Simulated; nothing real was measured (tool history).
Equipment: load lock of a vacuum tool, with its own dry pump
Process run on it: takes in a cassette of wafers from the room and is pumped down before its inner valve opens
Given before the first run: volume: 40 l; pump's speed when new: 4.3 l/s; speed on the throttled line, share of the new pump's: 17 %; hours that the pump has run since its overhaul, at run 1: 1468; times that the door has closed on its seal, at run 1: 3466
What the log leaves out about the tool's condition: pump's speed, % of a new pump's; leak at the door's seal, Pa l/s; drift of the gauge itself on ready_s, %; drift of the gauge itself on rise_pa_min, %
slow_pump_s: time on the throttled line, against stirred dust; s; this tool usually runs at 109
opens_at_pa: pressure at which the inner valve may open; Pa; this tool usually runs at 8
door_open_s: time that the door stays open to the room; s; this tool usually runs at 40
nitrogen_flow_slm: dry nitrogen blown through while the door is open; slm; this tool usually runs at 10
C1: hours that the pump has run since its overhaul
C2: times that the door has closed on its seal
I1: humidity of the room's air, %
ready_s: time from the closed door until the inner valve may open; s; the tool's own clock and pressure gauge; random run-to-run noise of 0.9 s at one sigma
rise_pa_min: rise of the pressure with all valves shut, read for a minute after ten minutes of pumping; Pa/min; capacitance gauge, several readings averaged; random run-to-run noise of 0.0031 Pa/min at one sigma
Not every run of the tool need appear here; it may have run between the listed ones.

{"run": 1, "hour": 0.0, "slow_pump_s": 109, "opens_at_pa": 8, "door_open_s": 40, "nitrogen_flow_slm": 10, "C1": 1468, "C2": 3466, "I1": 43.7, "ready_s": 180.1, "rise_pa_min": 0.096}
{"run": 2, "hour": 150.0, "slow_pump_s": 109, "opens_at_pa": 8, "door_open_s": 40, "nitrogen_flow_slm": 10, "C1": 1618, "C2": 4203, "I1": 45.1, "ready_s": 179.1, "rise_pa_min": 0.112}
{"run": 3, "hour": 390.5, "slow_pump_s": 109, "opens_at_pa": 8, "door_open_s": 40, "nitrogen_flow_slm": 10, "C1": 1858, "C2": 5383, "I1": 46.9, "ready_s": 179.6, "rise_pa_min": 0.129}
{"run": 4, "hour": 498.0, "slow_pump_s": 109, "opens_at_pa": 8, "door_open_s": 40, "nitrogen_flow_slm": 10, "C1": 1966, "C2": 5911, "I1": 44.6, "ready_s": 179.7, "rise_pa_min": 0.134}
{"run": 5, "hour": 640.4, "slow_pump_s": 109, "opens_at_pa": 8, "door_open_s": 40, "nitrogen_flow_slm": 10, "C1": 2108, "C2": 6610, "I1": 45.6, "ready_s": 180.6, "rise_pa_min": 0.147}
{"run": 6, "hour": 841.5, "slow_pump_s": 109, "opens_at_pa": 8, "door_open_s": 40, "nitrogen_flow_slm": 10, "C1": 2309, "C2": 7598, "I1": 41.9, "ready_s": 179.5, "rise_pa_min": 0.153}
{"run": 7, "hour": 996.3, "slow_pump_s": 109, "opens_at_pa": 8, "door_open_s": 40, "nitrogen_flow_slm": 10, "C1": 2464, "C2": 8358, "I1": 45.8, "ready_s": 181.6, "rise_pa_min": 0.183}
{"run": 8, "hour": 1183.3, "slow_pump_s": 109, "opens_at_pa": 8, "door_open_s": 40, "nitrogen_flow_slm": 10, "C1": 2651, "C2": 9276, "I1": 45.6, "ready_s": 179.6, "rise_pa_min": 0.191}
{"run": 9, "hour": 1403.4, "slow_pump_s": 109, "opens_at_pa": 13, "door_open_s": 40, "nitrogen_flow_slm": 10, "C1": 2871, "C2": 10357, "I1": 47.7, "ready_s": 174.8, "rise_pa_min": 0.226}
{"run": 10, "hour": 1617.8, "slow_pump_s": 109, "opens_at_pa": 13, "door_open_s": 40, "nitrogen_flow_slm": 10, "C1": 3086, "C2": 11409, "I1": 43.9, "ready_s": 174.6, "rise_pa_min": 0.242}
{"run": 11, "hour": 1841.8, "slow_pump_s": 109, "opens_at_pa": 13, "door_open_s": 40, "nitrogen_flow_slm": 10, "C1": 3310, "C2": 12509, "I1": 42, "ready_s": 175, "rise_pa_min": 0.269}
{"run": 12, "hour": 2074.8, "slow_pump_s": 74, "opens_at_pa": 13, "door_open_s": 40, "nitrogen_flow_slm": 10, "C1": 3543, "C2": 13653, "I1": 46.5, "ready_s": 147.4, "rise_pa_min": 0.299}
{"run": 13, "hour": 2303.9, "slow_pump_s": 74, "opens_at_pa": 13, "door_open_s": 40, "nitrogen_flow_slm": 10, "C1": 3772, "C2": 14778, "I1": 43.3, "ready_s": 146.5, "rise_pa_min": 0.317}
{"run": 14, "hour": 2441.5, "slow_pump_s": 99, "opens_at_pa": 8, "door_open_s": 40, "nitrogen_flow_slm": 10, "C1": 3909, "C2": 15453, "I1": 45.8, "ready_s": 171.6, "rise_pa_min": 0.347}
{"run": 15, "hour": 2682.4, "slow_pump_s": 99, "opens_at_pa": 8, "door_open_s": 40, "nitrogen_flow_slm": 10, "C1": 4150, "C2": 16636, "I1": 45.7, "ready_s": 173.1, "rise_pa_min": 0.381}
{"run": 16, "hour": 2821.0, "slow_pump_s": 99, "opens_at_pa": 8, "door_open_s": 40, "nitrogen_flow_slm": 10, "C1": 4289, "C2": 17316, "I1": 46.8, "ready_s": 173.6, "rise_pa_min": 0.405}
{"run": 17, "hour": 2978.4, "slow_pump_s": 99, "opens_at_pa": 8, "door_open_s": 40, "nitrogen_flow_slm": 10, "C1": 4446, "C2": 18089, "I1": 42.5, "ready_s": 173, "rise_pa_min": 0.418}
{"run": 18, "hour": 3132.8, "slow_pump_s": 99, "opens_at_pa": 8, "door_open_s": 40, "nitrogen_flow_slm": 10, "C1": 4601, "C2": 18847, "I1": 43.9, "ready_s": 172.8, "rise_pa_min": 0.438}
{"run": 19, "hour": 3247.6, "slow_pump_s": 115, "opens_at_pa": 13, "door_open_s": 75, "nitrogen_flow_slm": 10, "C1": 4716, "C2": 19411, "I1": 44, "ready_s": 181.8, "rise_pa_min": 0.476}
{"run": 20, "hour": 3360.0, "slow_pump_s": 115, "opens_at_pa": 13, "door_open_s": 77, "nitrogen_flow_slm": 13, "C1": 4828, "C2": 19963, "I1": 47.7, "ready_s": 180.7, "rise_pa_min": 0.496}
{"run": 21, "hour": 3501.9, "slow_pump_s": 109, "opens_at_pa": 8, "door_open_s": 162, "nitrogen_flow_slm": 4, "C1": 4970, "C2": 20660, "I1": 43.5, "ready_s": 182.6, "rise_pa_min": 0.56}
{"run": 22, "hour": 3647.7, "slow_pump_s": 87, "opens_at_pa": 8, "door_open_s": 48, "nitrogen_flow_slm": 10, "C1": 5116, "C2": 21375, "I1": 43.3, "ready_s": 163.4, "rise_pa_min": 0.533}
{"run": 23, "hour": 3777.5, "slow_pump_s": 57, "opens_at_pa": 6, "door_open_s": 40, "nitrogen_flow_slm": 24, "C1": 5245, "C2": 22013, "I1": 44, "ready_s": 142.4, "rise_pa_min": 0.538}
{"run": 24, "hour": 3927.4, "slow_pump_s": 57, "opens_at_pa": 6, "door_open_s": 40, "nitrogen_flow_slm": 24, "C1": 5395, "C2": 22749, "I1": 42.6, "ready_s": 141.6, "rise_pa_min": 0.556}
{"run": 25, "hour": 4153.0, "slow_pump_s": 150, "opens_at_pa": 6, "door_open_s": 40, "nitrogen_flow_slm": 24, "C1": 5621, "C2": 23857, "I1": 43.2, "ready_s": 217.5, "rise_pa_min": 0.612}
{"run": 26, "hour": 4393.6, "slow_pump_s": 150, "opens_at_pa": 9, "door_open_s": 112, "nitrogen_flow_slm": 24, "C1": 5862, "C2": 25038, "I1": 43.1, "ready_s": 217, "rise_pa_min": 0.675}
{"run": 27, "hour": 4539.4, "slow_pump_s": 120, "opens_at_pa": 8, "door_open_s": 40, "nitrogen_flow_slm": 10, "C1": 6007, "C2": 25754, "I1": 44.8, "ready_s": 192.6, "rise_pa_min": 0.701}
{"run": 28, "hour": 4658.0, "slow_pump_s": 155, "opens_at_pa": 8, "door_open_s": 46, "nitrogen_flow_slm": 26, "C1": 6126, "C2": 26336, "I1": 45.3, "ready_s": 221.1, "rise_pa_min": 0.723}
{"hour": 4758.8, "done": "door's seal changed, seat wiped"}
{"run": 29, "hour": 4793.3, "slow_pump_s": 216, "opens_at_pa": 8, "door_open_s": 40, "nitrogen_flow_slm": 10, "C1": 6260, "C2": 169, "I1": 43, "ready_s": 268, "rise_pa_min": 0.052}
{"run": 30, "hour": 4967.4, "slow_pump_s": 109, "opens_at_pa": 10, "door_open_s": 139, "nitrogen_flow_slm": 10, "C1": 6434, "C2": 1024, "I1": 43.3, "ready_s": 179.9, "rise_pa_min": 0.092}
{"run": 31, "hour": 5107.4, "slow_pump_s": 121, "opens_at_pa": 9, "door_open_s": 40, "nitrogen_flow_slm": 12, "C1": 6574, "C2": 1711, "I1": 44.7, "ready_s": 191.2, "rise_pa_min": 0.064}
{"run": 32, "hour": 5319.3, "slow_pump_s": 121, "opens_at_pa": 9, "door_open_s": 40, "nitrogen_flow_slm": 12, "C1": 6786, "C2": 2751, "I1": 43, "ready_s": 191.1, "rise_pa_min": 0.077}
{"run": 33, "hour": 5461.4, "slow_pump_s": 69, "opens_at_pa": 12, "door_open_s": 97, "nitrogen_flow_slm": 10, "C1": 6928, "C2": 3449, "I1": 44.1, "ready_s": 146.2, "rise_pa_min": 0.11}
{"run": 34, "hour": 5682.9, "slow_pump_s": 59, "opens_at_pa": 7, "door_open_s": 169, "nitrogen_flow_slm": 4, "C1": 7149, "C2": 4537, "I1": 44.1, "ready_s": 142.4, "rise_pa_min": 0.156}
{"run": 35, "hour": 5879.8, "slow_pump_s": 85, "opens_at_pa": 7, "door_open_s": 112, "nitrogen_flow_slm": 5, "C1": 7346, "C2": 5503, "I1": 46.9, "ready_s": 165.5, "rise_pa_min": 0.154}
{"run": 36, "hour": 6127.7, "slow_pump_s": 109, "opens_at_pa": 8, "door_open_s": 40, "nitrogen_flow_slm": 33, "C1": 7594, "C2": 6720, "I1": 42.9, "ready_s": 182.5, "rise_pa_min": 0.119}

4 options for the next run, each taken on its own from the tool as it stands now. Forecast them:
{"run": "A", "hour": 6245.3, "slow_pump_s": 109, "opens_at_pa": 8, "door_open_s": 214, "nitrogen_flow_slm": 10, "C1": 7712, "C2": 7298, "I1": 44.1, "ready_s": "?", "rise_pa_min": "?"}
{"run": "B", "hour": 6245.3, "slow_pump_s": 109, "opens_at_pa": 8, "door_open_s": 52, "nitrogen_flow_slm": 4, "C1": 7712, "C2": 7298, "I1": 44.4, "ready_s": "?", "rise_pa_min": "?"}
{"run": "C", "hour": 6245.3, "slow_pump_s": 109, "opens_at_pa": 8, "door_open_s": 166, "nitrogen_flow_slm": 6, "C1": 7712, "C2": 7298, "I1": 49.5, "ready_s": "?", "rise_pa_min": "?"}
{"run": "D", "hour": 6245.3, "slow_pump_s": 109, "opens_at_pa": 6, "door_open_s": 55, "nitrogen_flow_slm": 36, "C1": 7712, "C2": 7298, "I1": 38.9, "ready_s": "?", "rise_pa_min": "?"}

run=A ready_s=183.7 rise_pa_min=0.186
run=B ready_s=183.6 rise_pa_min=0.156
run=C ready_s=183.9 rise_pa_min=0.194
run=D ready_s=185.5 rise_pa_min=0.129
Take away the tool's hidden state, keep each run's random variation, and the runs would have read:
run=A ready_s=178.2 rise_pa_min=0.097
run=B ready_s=178.1 rise_pa_min=0.068
run=C ready_s=178.6 rise_pa_min=0.106
run=D ready_s=180 rise_pa_min=0.039
